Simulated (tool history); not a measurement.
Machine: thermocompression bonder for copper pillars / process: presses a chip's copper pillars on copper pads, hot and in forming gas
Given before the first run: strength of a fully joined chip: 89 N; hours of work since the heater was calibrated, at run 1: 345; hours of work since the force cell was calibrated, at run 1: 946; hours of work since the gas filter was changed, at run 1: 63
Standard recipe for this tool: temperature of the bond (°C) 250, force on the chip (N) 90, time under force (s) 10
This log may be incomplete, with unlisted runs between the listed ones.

run,hour,temperature of the bond (°C),force on the chip (N),time under force (s),hours of work since the heater was calibrated,hours of work since the force cell was calibrated,hours of work since the gas filter was changed,force that shears a chip off (N)
1,0.0,250,90,10,345,946,63,47.1
2,44.9,250,90,10,375,976,93,46.2
# hour 75.6: forming gas filter changed
3,88.9,250,90,10,405,1006,9,45.6
4,128.7,235,90,10,432,1033,36,36.3
5,163.1,235,90,10,455,1056,59,36.5
6,183.8,268,90,10,469,1070,73,59.5
7,216.0,268,90,10,491,1092,95,60.0
# hour 245.6: forming gas filter changed
8,254.2,265,90,10,517,1117,6,57.3
9,295.7,265,90,10,545,1145,34,57.0
10,323.1,265,90,10,563,1164,53,58.9
11,367.8,265,90,10,594,1194,83,57.6
12,393.4,265,90,10,611,1212,100,56.8
# hour 410.7: heater calibrated with a thermocouple chip
# hour 414.6: forming gas filter changed
13,421.5,265,90,10,7,1229,5,57.1
14,448.6,233,90,10,25,1247,23,34.1
15,467.5,233,90,10,38,1260,36,35.1
16,500.6,233,90,10,61,1283,58,34.9
17,521.3,233,90,10,75,1297,72,34.1
18,553.4,260,90,10,96,1318,94,52.8
# hour 583.6: forming gas filter changed
19,589.4,260,90,10,120,1343,4,53.9
20,617.9,260,90,10,140,1362,23,54.4
21,654.2,232,56,9,164,1386,48,23.6
22,690.4,232,56,20,189,1411,72,34.1
23,716.6,222,56,21,207,1429,90,27.6
# hour 753.0: forming gas filter changed
24,758.0,249,100,6,234,1456,3,40.7
25,793.0,237,71,12,258,1480,27,35.0
26,828.0,255,71,27,282,1504,51,60.4
27,854.2,255,71,27,300,1522,69,60.0
28,892.9,240,65,27,326,1548,95,46.8
# hour 921.7: forming gas filter changed
29,921.7,240,65,27,345,1567,0,46.4
30,942.8,250,129,25,359,1581,14,70.2
31,979.5,250,129,25,384,1606,39,68.5
32,1009.6,250,129,25,405,1627,60,68.6
33,1035.7,250,129,25,422,1644,77,69.2
34,1079.6,277,92,10,452,1674,107,64.7
# hour 1091.4: forming gas filter changed
35,1113.7,237,90,7,475,1697,15,32.4
36,1139.0,245,74,11,492,1714,32,39.9
37,1176.2,279,80,14,517,1739,57,69.3
38,1218.7,270,56,19,546,1768,86,58.9

Here are 5 independent what-if runs from the current tool condition. What would each one return?
A,1256.9,270,82,19,572,1794,112,?
B,1256.9,237,67,26,572,1794,112,?
C,1256.9,263,56,8,572,1794,112,?
D,1256.9,279,85,7,572,1794,112,?
E,1256.9,238,56,21,572,1794,112,?

run,force that shears a chip off (N)
A,69.1
B,44.2
C,40.8
D,59.5
E,39.2
With the hidden condition removed and each run's random variation left untouched, the same runs would have given:
run,force that shears a chip off (N)
A,69.0
B,44.0
C,40.7
D,59.3
E,39.0
